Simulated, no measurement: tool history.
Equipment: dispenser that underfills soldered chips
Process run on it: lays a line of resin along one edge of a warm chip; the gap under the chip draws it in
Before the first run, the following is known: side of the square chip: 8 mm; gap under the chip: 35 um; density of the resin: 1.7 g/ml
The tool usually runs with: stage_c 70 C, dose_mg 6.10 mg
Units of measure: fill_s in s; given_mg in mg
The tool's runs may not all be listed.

| run | day | stage_c | dose_mg | fill_s | given_mg |
|---|---|---|---|---|---|
| 1 | 0.000 | 70 | 6.10 | 101.8 | 5.95 |
|  | 0.204 | new syringe of resin |
| 2 | 0.292 | 70 | 6.10 | 90.0 | 5.89 |
|  | 0.658 | new syringe of resin |
|  | 0.746 | dispensing valve cleaned and set on the balance |
| 3 | 0.896 | 70 | 6.10 | 91.1 | 6.14 |
|  | 1.167 | new syringe of resin |
| 4 | 1.229 | 70 | 6.10 | 86.0 | 6.11 |
|  | 1.629 | new syringe of resin |
| 5 | 1.792 | 70 | 5.36 | 93.7 | 5.30 |
|  | 2.104 | new syringe of resin |
| 6 | 2.254 | 70 | 5.36 | 92.1 | 5.31 |
|  | 2.575 | new syringe of resin |
| 7 | 2.758 | 70 | 5.36 | 95.3 | 5.28 |
|  | 3.038 | new syringe of resin |
| 8 | 3.225 | 70 | 6.62 | 92.5 | 6.47 |
|  | 3.517 | new syringe of resin |
| 9 | 3.650 | 61 | 7.36 | 148.1 | 7.19 |
| 10 | 3.896 | 61 | 7.36 | 175.3 | 7.14 |
|  | 3.983 | new syringe of resin |
| 11 | 4.312 | 80 | 7.36 | 58.1 | 7.13 |
|  | 4.450 | new syringe of resin |
|  | 4.571 | dispensing valve cleaned and set on the balance |
| 12 | 4.900 | 56 | 5.91 | 243.9 | 5.88 |
|  | 4.954 | new syringe of resin |
|  | 5.412 | new syringe of resin |
| 13 | 5.517 | 56 | 5.91 | 198.3 | 5.87 |
|  | 5.908 | new syringe of resin |
| 14 | 5.921 | 73 | 5.35 | 70.4 | 5.32 |
|  | 6.375 | new syringe of resin |
| 15 | 6.446 | 73 | 5.35 | 72.5 | 5.23 |
|  | 6.850 | new syringe of resin |
| 16 | 6.946 | 73 | 5.35 | 74.4 | 5.23 |

Branching from run 16: 3 alternative next runs. What would each branch give?
|  | 7.329 | new syringe of resin |
| A | 7.412 | 57 | 5.35 | ? | ? |
|  | 7.329 | new syringe of resin |
| B | 7.412 | 71 | 7.33 | ? | ? |
|  | 7.329 | new syringe of resin |
| C | 7.412 | 64 | 5.77 | ? | ? |

| run | fill_s | given_mg |
|---|---|---|
| A | 180.4 | 5.23 |
| B | 78.7 | 7.13 |
| C | 119.6 | 5.61 |
Stripped of hidden state, with their random variation kept, the same runs would have yielded:
| run | fill_s | given_mg |
|---|---|---|
| A | 185.6 | 5.37 |
| B | 80.7 | 7.32 |
| C | 122.7 | 5.77 |
